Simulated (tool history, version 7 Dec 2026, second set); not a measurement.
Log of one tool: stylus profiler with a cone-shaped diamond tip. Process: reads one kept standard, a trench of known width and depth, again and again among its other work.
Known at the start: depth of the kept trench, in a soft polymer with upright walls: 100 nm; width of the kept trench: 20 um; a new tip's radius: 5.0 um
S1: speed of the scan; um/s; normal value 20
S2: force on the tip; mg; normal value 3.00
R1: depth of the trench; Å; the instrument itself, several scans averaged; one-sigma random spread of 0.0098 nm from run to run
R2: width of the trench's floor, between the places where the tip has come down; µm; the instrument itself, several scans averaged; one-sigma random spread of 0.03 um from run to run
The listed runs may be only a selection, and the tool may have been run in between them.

run,day,S1,S2,R1,R2
1,0.000,20,3.00,1016.39,17.75
2,0.954,20,3.00,1016.09,17.75
3,2.242,20,3.00,1016.17,17.74
4,3.838,20,3.00,1016.18,17.81
5,4.846,20,3.00,1015.96,17.76
6,6.317,20,1.08,1007.79,17.65
7,7.192,20,6.68,1027.67,17.71
8,8.521,20,6.68,1027.59,17.73
9,10.571,20,6.68,1027.48,17.73
10,11.729,20,6.68,1027.78,17.78
11,13.483,20,6.68,1027.62,17.75
12,14.438,20,3.47,1017.51,17.68
13,15.842,20,3.47,1017.41,17.67
14,17.608,20,1.29,1008.74,17.63
15,19.408,20,1.29,1008.53,17.62
16,20.354,52,2.78,1014.96,17.50
17,22.404,25,1.77,1010.82,17.61
18,23.733,25,1.77,1010.64,17.53
19,25.338,25,1.77,1010.71,17.54
20,27.088,11,2.81,1014.71,17.66
21,29.021,10,8.81,1032.82,17.62
22,30.871,18,7.10,1028.17,17.61
23,31.775,38,2.60,1013.78,17.51
24,33.750,24,4.23,1019.70,17.58
25,35.733,24,4.23,1019.45,17.47
26,37.004,24,2.48,1013.47,17.51
27,38.008,24,2.48,1013.33,17.55
28,39.471,24,2.56,1013.64,17.51
29,41.525,24,2.56,1013.33,17.53
30,43.238,24,2.56,1013.35,17.49

Measured result minus the same run's result without the hidden state. Both carry the same run-to-run variation, though not necessarily the same gauge scatter:
What the log doesn't record here: radius of the tip, um; height scale over the true one, %; drift of the gauge itself on depth_nm, %; drift of the gauge itself on floor_um, %.
run,R1,R2
1,-0.33,-0.14
2,-0.35,-0.16
3,-0.38,-0.16
4,-0.43,-0.17
5,-0.45,-0.18
6,-0.49,-0.18
7,-0.52,-0.20
8,-0.56,-0.20
9,-0.61,-0.21
10,-0.64,-0.22
11,-0.69,-0.24
12,-0.70,-0.24
13,-0.75,-0.24
14,-0.79,-0.26
15,-0.83,-0.27
16,-0.86,-0.27
17,-0.91,-0.29
18,-0.95,-0.30
19,-0.98,-0.31
20,-1.03,-0.32
21,-1.10,-0.33
22,-1.15,-0.34
23,-1.15,-0.35
24,-1.22,-0.36
25,-1.27,-0.36
26,-1.30,-0.38
27,-1.32,-0.38
28,-1.36,-0.39
29,-1.41,-0.40
30,-1.45,-0.41

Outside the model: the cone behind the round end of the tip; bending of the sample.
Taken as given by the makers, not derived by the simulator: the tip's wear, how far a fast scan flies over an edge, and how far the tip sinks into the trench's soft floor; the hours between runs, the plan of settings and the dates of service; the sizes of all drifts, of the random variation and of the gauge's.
